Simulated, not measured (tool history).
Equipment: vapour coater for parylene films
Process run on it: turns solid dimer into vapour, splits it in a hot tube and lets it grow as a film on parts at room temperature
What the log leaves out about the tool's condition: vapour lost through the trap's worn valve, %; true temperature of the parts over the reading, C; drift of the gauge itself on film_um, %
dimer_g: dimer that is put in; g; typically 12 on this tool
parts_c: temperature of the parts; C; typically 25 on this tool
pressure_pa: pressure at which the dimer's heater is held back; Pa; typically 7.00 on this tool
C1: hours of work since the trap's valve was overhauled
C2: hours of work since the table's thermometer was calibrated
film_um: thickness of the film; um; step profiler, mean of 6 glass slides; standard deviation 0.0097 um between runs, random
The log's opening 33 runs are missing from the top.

Run 34, hour 602.8: usual settings but dimer_g 7 g, parts_c 34 C, pressure_pa 4.23 Pa; C1 111; C2 630. Result: film_um 0.925 um.
Run 35, hour 616.6: usual settings but dimer_g 7 g, parts_c 34 C, pressure_pa 4.23 Pa; C1 118; C2 637. Result: film_um 0.901 um.
Run 36, hour 641.3: usual settings but dimer_g 6 g, parts_c 34 C, pressure_pa 8.08 Pa; C1 131; C2 650. Result: film_um 0.741 um.
Run 37, hour 659.0: usual settings but dimer_g 6 g, parts_c 34 C, pressure_pa 5.93 Pa; C1 141; C2 660. Result: film_um 0.753 um.
Run 38, hour 672.5: usual settings but dimer_g 6 g, parts_c 28 C, pressure_pa 5.93 Pa; C1 148; C2 667. Result: film_um 0.918 um.
Run 39, hour 685.3: usual settings but dimer_g 6 g, parts_c 28 C, pressure_pa 5.93 Pa; C1 155; C2 674. Result: film_um 0.915 um.
Run 40, hour 705.7: usual settings but dimer_g 19 g, parts_c 19 C, pressure_pa 9.97 Pa; C1 166; C2 685. Result: film_um 3.788 um.
Run 41, hour 723.2: usual settings but dimer_g 6 g; C1 176; C2 694. Result: film_um 1.008 um.
Run 42, hour 742.8: usual settings but pressure_pa 5.97 Pa; C1 186; C2 705. Result: film_um 2.043 um.
Run 43, hour 752.8: usual settings but pressure_pa 5.97 Pa; C1 192; C2 710. Result: film_um 2.033 um.
Run 44, hour 772.9: usual settings but pressure_pa 5.97 Pa; C1 202; C2 721. Result: film_um 2.048 um.
Run 45, hour 787.4: usual settings but parts_c 35 C, pressure_pa 8.44 Pa; C1 210; C2 729. Result: film_um 1.432 um.
Run 46, hour 801.3: usual settings but parts_c 35 C, pressure_pa 8.44 Pa; C1 218; C2 737. Result: film_um 1.423 um.
Run 47, hour 811.9: usual settings but parts_c 35 C, pressure_pa 8.44 Pa; C1 223; C2 742. Result: film_um 1.427 um.

4 ways to go on from here, each from the tool as it stands after run 47. What would each give?
Run A, hour 829.7: usual settings but dimer_g 7 g; C1 233; C2 752. Result: film_um ?.
Run B, hour 829.7: usual settings but dimer_g 18 g, parts_c 19 C, pressure_pa 3.43 Pa; C1 233; C2 752. Result: film_um ?.
Run C, hour 829.7: usual settings but dimer_g 21 g, parts_c 35 C, pressure_pa 8.44 Pa; C1 233; C2 752. Result: film_um ?.
Run D, hour 829.7: usual settings but dimer_g 5 g, pressure_pa 4.85 Pa; C1 233; C2 752. Result: film_um ?.

run  film_um
  A    1.181
  B    3.902
  C    2.499
  D    0.859
The same runs, with their run-to-run variation unchanged, on a tool lacking any hidden condition would have given:
run  film_um
  A    1.183
  B    3.907
  C    2.502
  D    0.860
